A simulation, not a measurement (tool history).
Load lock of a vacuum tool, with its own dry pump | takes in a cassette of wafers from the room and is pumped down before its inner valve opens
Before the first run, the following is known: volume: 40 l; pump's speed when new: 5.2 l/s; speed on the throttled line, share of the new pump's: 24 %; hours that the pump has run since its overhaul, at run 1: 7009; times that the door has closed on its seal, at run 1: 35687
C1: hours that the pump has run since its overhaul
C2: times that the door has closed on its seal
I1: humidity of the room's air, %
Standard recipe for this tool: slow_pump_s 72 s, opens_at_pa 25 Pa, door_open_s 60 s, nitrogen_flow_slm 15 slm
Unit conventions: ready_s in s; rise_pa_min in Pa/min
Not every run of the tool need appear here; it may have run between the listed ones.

Run 1, hour 0: usual settings; C1 7009; C2 35687; I1 46.4. Result: ready_s 123.6 s, rise_pa_min 0.326 Pa/min.
Run 2, hour 175.1: usual settings; C1 7184; C2 36081; I1 44. Result: ready_s 122.3 s, rise_pa_min 0.338 Pa/min.
Run 3, hour 383.6: usual settings but slow_pump_s 117 s; C1 7392; C2 36550; I1 43.3. Result: ready_s 156.5 s, rise_pa_min 0.342 Pa/min.
Run 4, hour 485.6: usual settings but slow_pump_s 117 s; C1 7494; C2 36780; I1 44.5. Result: ready_s 157.5 s, rise_pa_min 0.345 Pa/min.
Run 5, hour 692.6: usual settings but slow_pump_s 117 s; C1 7701; C2 37246; I1 44.2. Result: ready_s 156.1 s, rise_pa_min 0.344 Pa/min.
Run 6, hour 803.8: usual settings but door_open_s 77 s; C1 7812; C2 37496; I1 47.6. Result: ready_s 123.8 s, rise_pa_min 0.366 Pa/min.
Run 7, hour 911.6: usual settings but slow_pump_s 78 s; C1 7920; C2 37738; I1 46.7. Result: ready_s 129.5 s, rise_pa_min 0.367 Pa/min.
Run 8, hour 1006.1: usual settings but slow_pump_s 78 s; C1 8015; C2 37951; I1 45.2. Result: ready_s 128.8 s, rise_pa_min 0.357 Pa/min.
Run 9, hour 1128.7: usual settings but slow_pump_s 78 s; C1 8137; C2 38227; I1 45.7. Result: ready_s 128.1 s, rise_pa_min 0.373 Pa/min.
Run 10, hour 1243.5: usual settings but slow_pump_s 78 s; C1 8252; C2 38485; I1 47.4. Result: ready_s 128.4 s, rise_pa_min 0.373 Pa/min.
Run 11, hour 1347.2: usual settings but slow_pump_s 78 s; C1 8356; C2 38718; I1 45.3. Result: ready_s 128.6 s, rise_pa_min 0.37 Pa/min.
Run 12, hour 1563.5: usual settings; C1 8572; C2 39205; I1 45.5. Result: ready_s 124.5 s, rise_pa_min 0.376 Pa/min.
Run 13, hour 1763.3: usual settings but slow_pump_s 62 s, door_open_s 27 s, nitrogen_flow_slm 7 slm; C1 8772; C2 39655; I1 48. Result: ready_s 116.7 s, rise_pa_min 0.365 Pa/min.
Run 14, hour 1853.4: usual settings but slow_pump_s 132 s, door_open_s 96 s, nitrogen_flow_slm 7 slm; C1 8862; C2 39857; I1 43. Result: ready_s 169.2 s, rise_pa_min 0.411 Pa/min.
Run 15, hour 2043.1: usual settings but slow_pump_s 49 s, opens_at_pa 21 Pa; C1 9052; C2 40284; I1 45.9. Result: ready_s 109 s, rise_pa_min 0.384 Pa/min.
Run 16, hour 2215.1: usual settings but opens_at_pa 26 Pa, nitrogen_flow_slm 8 slm; C1 9224; C2 40671; I1 47.7. Result: ready_s 123.1 s, rise_pa_min 0.412 Pa/min.
Run 17, hour 2400.3: usual settings but opens_at_pa 26 Pa, nitrogen_flow_slm 8 slm; C1 9409; C2 41088; I1 47.2. Result: ready_s 123.2 s, rise_pa_min 0.41 Pa/min.
Run 18, hour 2573.3: usual settings but opens_at_pa 26 Pa, nitrogen_flow_slm 8 slm; C1 9582; C2 41477; I1 44.7. Result: ready_s 124 s, rise_pa_min 0.411 Pa/min.
Run 19, hour 2780.7: usual settings but opens_at_pa 26 Pa, nitrogen_flow_slm 8 slm; C1 9789; C2 41943; I1 45.7. Result: ready_s 124.5 s, rise_pa_min 0.425 Pa/min.
Run 20, hour 2887.5: usual settings but opens_at_pa 26 Pa, nitrogen_flow_slm 8 slm; C1 9896; C2 42184; I1 44.4. Result: ready_s 123.8 s, rise_pa_min 0.421 Pa/min.
Run 21, hour 3065.7: usual settings but opens_at_pa 26 Pa, nitrogen_flow_slm 8 slm; C1 10074; C2 42585; I1 48.8. Result: ready_s 125.6 s, rise_pa_min 0.445 Pa/min.
Run 22, hour 3270.7: usual settings but opens_at_pa 26 Pa, nitrogen_flow_slm 8 slm; C1 10279; C2 43046; I1 43.3. Result: ready_s 124.7 s, rise_pa_min 0.441 Pa/min.
Run 23, hour 3411.1: usual settings but slow_pump_s 55 s, opens_at_pa 34 Pa, nitrogen_flow_slm 8 slm; C1 10420; C2 43362; I1 45.3. Result: ready_s 108.9 s, rise_pa_min 0.431 Pa/min.
Run 24, hour 3544.2: usual settings but slow_pump_s 55 s, opens_at_pa 34 Pa, nitrogen_flow_slm 8 slm; C1 10553; C2 43661; I1 44.5. Result: ready_s 110.2 s, rise_pa_min 0.435 Pa/min.

For each run, the measured value with the value that run would have given without the tool's hidden condition subtracted. The run-to-run variation is shared by both, the gauge scatter possibly not:
The hidden state here: pump's speed, % of a new pump's; leak at the door's seal, Pa l/s; drift of the gauge itself on ready_s, %; drift of the gauge itself on rise_pa_min, %.
run  ready_s  rise_pa_min
  1     +3.9       +0.271
  2       +4       +0.282
  3     +3.1       +0.287
  4     +3.2       +0.287
  5     +3.3       +0.291
  6     +4.3       +0.298
  7     +4.3       +0.308
  8     +4.4       +0.303
  9     +4.4       +0.315
 10     +4.5        +0.31
 11     +4.5       +0.313
 12     +4.9        +0.32
 13     +5.2       +0.322
 14     +3.5       +0.326
 15     +5.8        +0.33
 16     +5.1        +0.34
 17     +5.2       +0.343
 18     +5.4       +0.348
 19     +5.5       +0.357
 20     +5.5       +0.354
 21     +5.8       +0.371
 22     +5.9       +0.371
 23     +6.1       +0.374
 24     +6.2       +0.376

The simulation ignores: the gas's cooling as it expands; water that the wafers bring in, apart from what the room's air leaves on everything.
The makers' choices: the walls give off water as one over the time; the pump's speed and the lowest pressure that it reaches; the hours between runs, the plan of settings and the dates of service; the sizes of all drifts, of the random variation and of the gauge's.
